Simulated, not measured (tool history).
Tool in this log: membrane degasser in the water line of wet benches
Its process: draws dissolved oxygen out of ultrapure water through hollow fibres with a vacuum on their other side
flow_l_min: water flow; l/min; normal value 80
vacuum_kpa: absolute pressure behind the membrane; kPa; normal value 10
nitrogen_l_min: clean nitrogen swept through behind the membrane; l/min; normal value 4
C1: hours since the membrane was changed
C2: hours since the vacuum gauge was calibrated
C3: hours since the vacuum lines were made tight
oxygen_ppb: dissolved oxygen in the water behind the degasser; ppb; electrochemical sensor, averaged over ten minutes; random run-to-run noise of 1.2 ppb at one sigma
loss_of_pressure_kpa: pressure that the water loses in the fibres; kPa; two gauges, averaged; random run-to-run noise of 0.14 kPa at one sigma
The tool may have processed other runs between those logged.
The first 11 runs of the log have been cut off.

Run 12, hour 1092.6: usual settings; C1 2183; C2 4945; C3 9564. Result: oxygen_ppb 295.7 ppb, loss_of_pressure_kpa 34.29 kPa.
Run 13, hour 1181.3: usual settings; C1 2271; C2 5034; C3 9653. Result: oxygen_ppb 295.3 ppb, loss_of_pressure_kpa 34.1 kPa.
Run 14, hour 1255.9: usual settings but vacuum_kpa 6 kPa; C1 2346; C2 5108; C3 9727. Result: oxygen_ppb 126.4 ppb, loss_of_pressure_kpa 34.22 kPa.
Run 15, hour 1323.5: usual settings but vacuum_kpa 6 kPa; C1 2413; C2 5176; C3 9795. Result: oxygen_ppb 126.1 ppb, loss_of_pressure_kpa 34.41 kPa.
Run 16, hour 1391.9: usual settings; C1 2482; C2 5245; C3 9863. Result: oxygen_ppb 295.1 ppb, loss_of_pressure_kpa 33.95 kPa.
Run 17, hour 1453.7: usual settings but flow_l_min 126 l/min, vacuum_kpa 19 kPa, nitrogen_l_min 5.97 l/min; C1 2544; C2 5306; C3 9925. Result: oxygen_ppb 703.2 ppb, loss_of_pressure_kpa 54.15 kPa.
Run 18, hour 1505.8: usual settings but flow_l_min 69 l/min, vacuum_kpa 23.8 kPa; C1 2596; C2 5358; C3 9977. Result: oxygen_ppb 739.8 ppb, loss_of_pressure_kpa 29.59 kPa.
Run 19, hour 1566.2: usual settings but flow_l_min 69 l/min, vacuum_kpa 23.8 kPa; C1 2656; C2 5419; C3 10037. Result: oxygen_ppb 735.1 ppb, loss_of_pressure_kpa 29.55 kPa.
Run 20, hour 1632.2: usual settings but flow_l_min 70 l/min, vacuum_kpa 7.1 kPa, nitrogen_l_min 5.65 l/min; C1 2722; C2 5485; C3 10104. Result: oxygen_ppb 112.8 ppb, loss_of_pressure_kpa 30.2 kPa.
Run 21, hour 1716.3: usual settings but flow_l_min 70 l/min, vacuum_kpa 6.9 kPa, nitrogen_l_min 6.3 l/min; C1 2806; C2 5569; C3 10188. Result: oxygen_ppb 96.4 ppb, loss_of_pressure_kpa 29.98 kPa.
Run 22, hour 1825.4: usual settings but flow_l_min 70 l/min, vacuum_kpa 6.3 kPa, nitrogen_l_min 2.28 l/min; C1 2915; C2 5678; C3 10297. Result: oxygen_ppb 198.2 ppb, loss_of_pressure_kpa 30.17 kPa.
At hour 1889: seals of the vacuum lines changed.
Run 23, hour 1901: usual settings but flow_l_min 118 l/min, vacuum_kpa 8 kPa, nitrogen_l_min 7.48 l/min; C1 2989; C2 5752; C3 12. Result: oxygen_ppb 186.9 ppb, loss_of_pressure_kpa 50.58 kPa.
Run 24, hour 1958.2: usual settings but flow_l_min 57 l/min, vacuum_kpa 10.3 kPa, nitrogen_l_min 7.18 l/min; C1 3046; C2 5809; C3 69. Result: oxygen_ppb 133.6 ppb, loss_of_pressure_kpa 24.76 kPa.
Run 25, hour 2060.6: usual settings but flow_l_min 86 l/min, vacuum_kpa 20.2 kPa, nitrogen_l_min 6.38 l/min; C1 3149; C2 5911; C3 172. Result: oxygen_ppb 500.9 ppb, loss_of_pressure_kpa 36.87 kPa.
Run 26, hour 2159.4: usual settings but flow_l_min 86 l/min, vacuum_kpa 20.2 kPa, nitrogen_l_min 6.38 l/min; C1 3247; C2 6010; C3 270. Result: oxygen_ppb 504.5 ppb, loss_of_pressure_kpa 37.03 kPa.
Run 27, hour 2281: usual settings but flow_l_min 86 l/min, vacuum_kpa 20.2 kPa, nitrogen_l_min 6.38 l/min; C1 3369; C2 6132; C3 392. Result: oxygen_ppb 503.4 ppb, loss_of_pressure_kpa 36.86 kPa.
Run 28, hour 2375: usual settings but flow_l_min 86 l/min, vacuum_kpa 20.2 kPa, nitrogen_l_min 6.38 l/min; C1 3463; C2 6226; C3 486. Result: oxygen_ppb 502 ppb, loss_of_pressure_kpa 37.38 kPa.
Run 29, hour 2471.5: usual settings but flow_l_min 69 l/min; C1 3560; C2 6322; C3 583. Result: oxygen_ppb 261.5 ppb, loss_of_pressure_kpa 29.61 kPa.
Run 30, hour 2548.2: usual settings but flow_l_min 99 l/min, vacuum_kpa 13.6 kPa, nitrogen_l_min 4.54 l/min; C1 3636; C2 6399; C3 659. Result: oxygen_ppb 485.6 ppb, loss_of_pressure_kpa 42.84 kPa.
Run 31, hour 2637.5: usual settings but vacuum_kpa 18.6 kPa; C1 3726; C2 6488; C3 749. Result: oxygen_ppb 643.1 ppb, loss_of_pressure_kpa 34.68 kPa.
Run 32, hour 2748.5: usual settings but vacuum_kpa 18.6 kPa; C1 3837; C2 6599; C3 860. Result: oxygen_ppb 638.8 ppb, loss_of_pressure_kpa 34.64 kPa.

3 ways to go on from here, each from the tool as it stands after run 32. What would each give?
Run A, hour 2853.2: usual settings but vacuum_kpa 18.6 kPa, nitrogen_l_min 2.95 l/min; C1 3941; C2 6704; C3 964. Result: oxygen_ppb ?, loss_of_pressure_kpa ?.
Run B, hour 2853.2: usual settings but flow_l_min 82 l/min, vacuum_kpa 8.5 kPa, nitrogen_l_min 4.09 l/min; C1 3941; C2 6704; C3 964. Result: oxygen_ppb ?, loss_of_pressure_kpa ?.
Run C, hour 2853.2: usual settings but flow_l_min 128 l/min, vacuum_kpa 18.6 kPa, nitrogen_l_min 4.49 l/min; C1 3941; C2 6704; C3 964. Result: oxygen_ppb ?, loss_of_pressure_kpa ?.

run  oxygen_ppb  loss_of_pressure_kpa
  A       817.2                 35.15
  B       233.1                 35.69
  C       868.5                 55.36
With the hidden condition removed and each run's random variation left untouched, the same runs would have given:
run  oxygen_ppb  loss_of_pressure_kpa
  A       816.7                 34.23
  B       232.7                 34.75
  C       867.9                  53.9
